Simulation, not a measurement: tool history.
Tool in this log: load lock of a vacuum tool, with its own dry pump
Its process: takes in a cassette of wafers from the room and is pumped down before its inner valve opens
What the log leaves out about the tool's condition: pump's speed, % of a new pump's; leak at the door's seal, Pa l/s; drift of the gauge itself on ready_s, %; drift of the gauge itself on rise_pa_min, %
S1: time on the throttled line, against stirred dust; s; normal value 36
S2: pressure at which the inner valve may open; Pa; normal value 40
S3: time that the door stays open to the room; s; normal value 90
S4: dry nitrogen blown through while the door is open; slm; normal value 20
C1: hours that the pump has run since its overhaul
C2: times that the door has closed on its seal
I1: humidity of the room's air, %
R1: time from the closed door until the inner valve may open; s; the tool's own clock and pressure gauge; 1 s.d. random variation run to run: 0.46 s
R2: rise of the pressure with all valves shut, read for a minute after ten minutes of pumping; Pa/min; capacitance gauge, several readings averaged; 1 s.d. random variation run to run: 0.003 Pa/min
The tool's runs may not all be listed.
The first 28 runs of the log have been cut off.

{"run": 29, "day": 73.6, "S1": 36, "S2": 29, "S3": 90, "S4": 20, "C1": 7151, "C2": 11114, "I1": 45.9, "R1": 61.6, "R2": 0.093}
{"run": 30, "day": 76.908, "S1": 26, "S2": 63, "S3": 90, "S4": 20, "C1": 7231, "C2": 11324, "I1": 45.6, "R1": 50.3, "R2": 0.091}
{"run": 31, "day": 80.517, "S1": 44, "S2": 40, "S3": 90, "S4": 20, "C1": 7317, "C2": 11553, "I1": 47, "R1": 66.6, "R2": 0.094}
{"run": 32, "day": 83.358, "S1": 44, "S2": 40, "S3": 90, "S4": 20, "C1": 7385, "C2": 11733, "I1": 45.6, "R1": 65.9, "R2": 0.091}
{"run": 33, "day": 86.408, "S1": 36, "S2": 40, "S3": 30, "S4": 19, "C1": 7458, "C2": 11927, "I1": 44, "R1": 58.9, "R2": 0.078}
{"run": 34, "day": 90.067, "S1": 67, "S2": 37, "S3": 203, "S4": 10, "C1": 7546, "C2": 12159, "I1": 45, "R1": 85.6, "R2": 0.142}
{"run": 35, "day": 91.979, "S1": 67, "S2": 37, "S3": 203, "S4": 4, "C1": 7592, "C2": 12280, "I1": 43.9, "R1": 85.5, "R2": 0.157}
{"run": 36, "day": 95.775, "S1": 58, "S2": 63, "S3": 90, "S4": 20, "C1": 7683, "C2": 12521, "I1": 47.1, "R1": 76.8, "R2": 0.094}

Predict each of these 5 candidate next runs independently; none follows another, all start after run 36:
{"run": "A", "day": 99.333, "S1": 54, "S2": 40, "S3": 25, "S4": 6, "C1": 7769, "C2": 12747, "I1": 42.5, "R1": "?", "R2": "?"}
{"run": "B", "day": 99.333, "S1": 36, "S2": 68, "S3": 90, "S4": 4, "C1": 7769, "C2": 12747, "I1": 46.7, "R1": "?", "R2": "?"}
{"run": "C", "day": 99.333, "S1": 58, "S2": 63, "S3": 90, "S4": 35, "C1": 7769, "C2": 12747, "I1": 44.7, "R1": "?", "R2": "?"}
{"run": "D", "day": 99.333, "S1": 21, "S2": 63, "S3": 59, "S4": 20, "C1": 7769, "C2": 12747, "I1": 47.6, "R1": "?", "R2": "?"}
{"run": "E", "day": 99.333, "S1": 24, "S2": 58, "S3": 75, "S4": 20, "C1": 7769, "C2": 12747, "I1": 46.9, "R1": "?", "R2": "?"}

run=A R1=75.7 R2=0.079
run=B R1=57.7 R2=0.123
run=C R1=76.6 R2=0.089
run=D R1=45.8 R2=0.091
run=E R1=48.6 R2=0.093
Take away the tool's hidden state, keep each run's random variation, and the runs would have read:
run=A R1=74.4 R2=0.014
run=B R1=56.3 R2=0.057
run=C R1=75.4 R2=0.025
run=D R1=44.2 R2=0.027
run=E R1=47 R2=0.029

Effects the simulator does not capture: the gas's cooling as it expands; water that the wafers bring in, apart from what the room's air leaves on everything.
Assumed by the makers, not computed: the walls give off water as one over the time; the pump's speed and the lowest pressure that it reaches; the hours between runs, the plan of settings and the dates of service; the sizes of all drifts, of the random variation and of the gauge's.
